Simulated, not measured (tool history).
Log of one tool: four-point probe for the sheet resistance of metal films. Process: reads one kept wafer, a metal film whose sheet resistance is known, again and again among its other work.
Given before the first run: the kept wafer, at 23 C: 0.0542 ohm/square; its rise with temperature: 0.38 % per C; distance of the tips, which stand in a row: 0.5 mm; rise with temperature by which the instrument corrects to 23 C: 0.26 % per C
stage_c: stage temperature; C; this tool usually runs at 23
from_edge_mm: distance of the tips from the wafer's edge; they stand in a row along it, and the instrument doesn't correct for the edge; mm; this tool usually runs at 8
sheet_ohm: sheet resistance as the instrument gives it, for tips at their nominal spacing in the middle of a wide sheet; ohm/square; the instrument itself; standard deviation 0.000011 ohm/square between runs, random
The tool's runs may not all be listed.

run,hour,stage_c,from_edge_mm,sheet_ohm
1,0,23,8,0.055208
2,81.5,23,8,0.055233
3,139.3,23,8,0.055251
4,260.2,23,8,0.055295
# hour 285.4: new probe head fitted
5,398.7,34,8,0.055263
6,459.2,19,8,0.054322
7,575.5,23,8,0.054619
8,692.6,23,8,0.054668
9,763.3,23,8,0.05471
# hour 818.3: stage's thermometer calibrated
10,833.9,23,8,0.054612
11,910.8,23,8,0.054631
12,969.8,23,8,0.054657
13,1095.2,23,8,0.054709
14,1227.9,23,40,0.054647
15,1341.8,23,40,0.054677
16,1445,23,40,0.054727
17,1553.1,23,40,0.054754
18,1667.6,23,40,0.054791
19,1747.2,23,40,0.054837
20,1838,23,3,0.055663
21,1940.5,23,3,0.055688
22,2023.7,23,8,0.055021
23,2135.6,33,9,0.055684
24,2247.6,34,11,0.055749
25,2357.4,21,6,0.055076
26,2484.7,34,7,0.055895
27,2567.7,34,7,0.055928
28,2667.2,23,24,0.055121
29,2793,23,24,0.055176
30,2913.7,23,38,0.055185
31,3009.4,23,38,0.055227
# hour 3085.2: new probe head fitted
32,3107.3,26,5,0.054463
33,3165.9,26,7,0.054333
34,3255.7,26,7,0.054361
35,3321.7,26,7,0.054387
36,3451.1,23,15,0.054109
37,3530.7,23,15,0.054135
38,3597.2,20,12,0.053978
39,3698.1,27,12,0.054488
40,3788.2,20,7,0.054153
# hour 3797.2: stage's thermometer calibrated
41,3930.3,35,32,0.054917
42,4006.4,35,32,0.054952
43,4098.5,32,24,0.05481
44,4157.6,22,19,0.054204

Branching from run 44: 4 alternative next runs. What would each branch give?
A,4292.2,22,12,?
B,4292.2,19,37,?
C,4292.2,21,5,?
D,4292.2,23,19,?

run,sheet_ohm
A,0.054265
B,0.054026
C,0.054427
D,0.05428
Stripped of hidden state, with their random variation kept, the same runs would have yielded:
run,sheet_ohm
A,0.054189
B,0.05395
C,0.054351
D,0.054204

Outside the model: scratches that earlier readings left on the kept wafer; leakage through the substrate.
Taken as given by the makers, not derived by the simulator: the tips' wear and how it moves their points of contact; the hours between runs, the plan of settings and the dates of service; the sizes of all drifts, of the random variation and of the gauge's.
